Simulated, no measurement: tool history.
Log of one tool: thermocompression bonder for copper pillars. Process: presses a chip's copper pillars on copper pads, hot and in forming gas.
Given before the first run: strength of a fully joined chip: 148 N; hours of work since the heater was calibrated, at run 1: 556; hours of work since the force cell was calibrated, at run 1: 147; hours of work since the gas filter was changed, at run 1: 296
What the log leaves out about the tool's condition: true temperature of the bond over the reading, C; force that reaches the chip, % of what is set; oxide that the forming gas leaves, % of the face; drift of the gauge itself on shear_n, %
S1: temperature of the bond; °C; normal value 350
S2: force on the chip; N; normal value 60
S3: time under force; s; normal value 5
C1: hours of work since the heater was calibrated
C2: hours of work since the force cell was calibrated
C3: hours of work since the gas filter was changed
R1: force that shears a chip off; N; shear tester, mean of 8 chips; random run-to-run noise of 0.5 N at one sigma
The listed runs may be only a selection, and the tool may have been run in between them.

run	hour	S1	S2	S3	C1	C2	C3	R1
1	0.0	350	60	5	556	147	296	92.9
2	5.8	350	60	5	560	150	300	94.1
3	11.5	352	60	5	564	154	304	93.8
4	21.5	377	60	5	571	161	311	106.4
5	31.6	350	60	5	577	167	317	92.0
6	39.9	350	60	5	583	173	323	92.6
7	49.5	350	60	4	589	179	329	86.6
8	58.2	350	60	5	595	185	335	92.8
9	63.3	350	60	5	598	188	338	92.5
10	74.6	350	60	11	606	196	346	111.6
11	81.1	350	60	5	610	200	350	92.5
12	88.8	350	52	5	615	205	355	83.9
# hour 96.6: forming gas filter changed
13	97.9	350	60	5	621	211	1	96.4
14	103.8	350	60	5	625	215	5	95.2
15	112.4	350	60	5	630	221	10	94.9
16	120.3	350	60	5	636	226	16	95.1
17	129.1	350	60	5	641	232	22	95.2
18	137.5	350	77	5	647	237	27	109.9
19	146.8	334	37	6	653	243	33	62.1
20	158.6	350	69	6	661	251	41	108.6
21	168.8	350	60	3	668	258	48	80.8
22	180.1	350	60	3	675	265	55	81.3
23	191.0	350	60	3	682	273	62	81.0
24	199.8	332	40	5	688	278	68	60.4
25	209.2	326	60	5	694	285	74	80.4
26	220.4	329	49	10	702	292	82	88.6
27	231.0	378	53	5	709	299	89	101.5
28	239.1	350	60	7	714	304	94	103.8
29	244.1	366	81	15	718	308	98	140.4
30	252.0	366	44	3	723	313	103	69.8
31	258.6	366	44	3	727	317	107	70.6
32	268.3	366	44	3	733	324	114	71.0
33	279.4	366	44	3	741	331	121	70.0

Per-run results on a tool with no hidden state, each run keeping its own random variation:
run	R1
1	93.8
2	95.0
3	94.8
4	108.0
5	93.0
6	93.7
7	87.6
8	94.0
9	93.7
10	113.6
11	93.8
12	85.0
13	95.1
14	94.0
15	93.7
16	93.9
17	94.1
18	109.0
19	61.0
20	107.8
21	79.9
22	80.4
23	80.2
24	59.6
25	79.5
26	87.8
27	101.3
28	103.4
29	141.1
30	69.5
31	70.2
32	70.7
33	69.8

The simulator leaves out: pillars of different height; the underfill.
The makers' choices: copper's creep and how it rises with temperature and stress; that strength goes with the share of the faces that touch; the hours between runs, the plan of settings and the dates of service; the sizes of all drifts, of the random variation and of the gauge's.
